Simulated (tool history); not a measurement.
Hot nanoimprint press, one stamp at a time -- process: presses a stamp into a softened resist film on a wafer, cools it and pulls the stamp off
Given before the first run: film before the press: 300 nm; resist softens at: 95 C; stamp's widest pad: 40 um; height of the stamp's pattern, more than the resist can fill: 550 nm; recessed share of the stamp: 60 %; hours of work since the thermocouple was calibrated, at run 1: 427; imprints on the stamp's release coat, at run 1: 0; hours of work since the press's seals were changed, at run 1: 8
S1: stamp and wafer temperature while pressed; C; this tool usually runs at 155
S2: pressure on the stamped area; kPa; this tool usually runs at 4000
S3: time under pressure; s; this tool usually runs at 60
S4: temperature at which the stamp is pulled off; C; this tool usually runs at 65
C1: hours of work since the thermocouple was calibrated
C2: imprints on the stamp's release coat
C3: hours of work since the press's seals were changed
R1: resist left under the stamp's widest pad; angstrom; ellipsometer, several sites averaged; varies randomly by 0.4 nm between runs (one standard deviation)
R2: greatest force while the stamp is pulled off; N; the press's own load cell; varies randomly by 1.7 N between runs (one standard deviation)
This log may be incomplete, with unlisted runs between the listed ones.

run   hour   S1    S2  S3  S4   C1    C2   C3    R1   R2
  1      0  155  4000  60  65  427     0    8  1388  164
  2   49.6  155  4000  60  65  459   233   40  1387  168
      87.7  -- plate thermocouple calibrated
  3  114.8  155  4000  60  65   17   525   79  1492  180
  4  164.2  155  4000  60  59   48   757  110  1488  194
  5  219.9  155  4000  60  59   84  1018  146  1483  205
     229.9  -- stamp cleaned and given a new release coat
  6    274  155  4000  60  52  114   208  176  1485  190
  7  307.4  155  2730  69  65  135   364  197  1639  171
  8  367.9  155  4980  36  68  174   648  236  1609  178
  9  403.2  155  4000  60  65  196   814  258  1464  189
 10  441.1  154  2910  31  65  220   991  282  2115  193
     458.8  -- stamp cleaned and given a new release coat
 11  498.8  154  2910  31  65  253   188  315  2105  169

Branching from run 11: 5 alternative next runs. What would each branch give?
  A  560.8  159  2620  60  51  292  479  354   ?   ?
  B  560.8  149  4900  81  65  292  479  354   ?   ?
  C  560.8  155  4000  60  52  292  479  354   ?   ?
  D  560.8  155  4000  43  59  292  479  354   ?   ?
  E  560.8  160  2910  32  72  292  479  354   ?   ?

run    R1   R2
  A  1380  200
  B  1703  176
  C  1455  198
  D  1638  187
  E  1573  168
What these runs would have given with no unlogged condition in the tool:
run    R1   R2
  A  1414  184
  B  1737  162
  C  1487  182
  D  1671  172
  E  1607  155
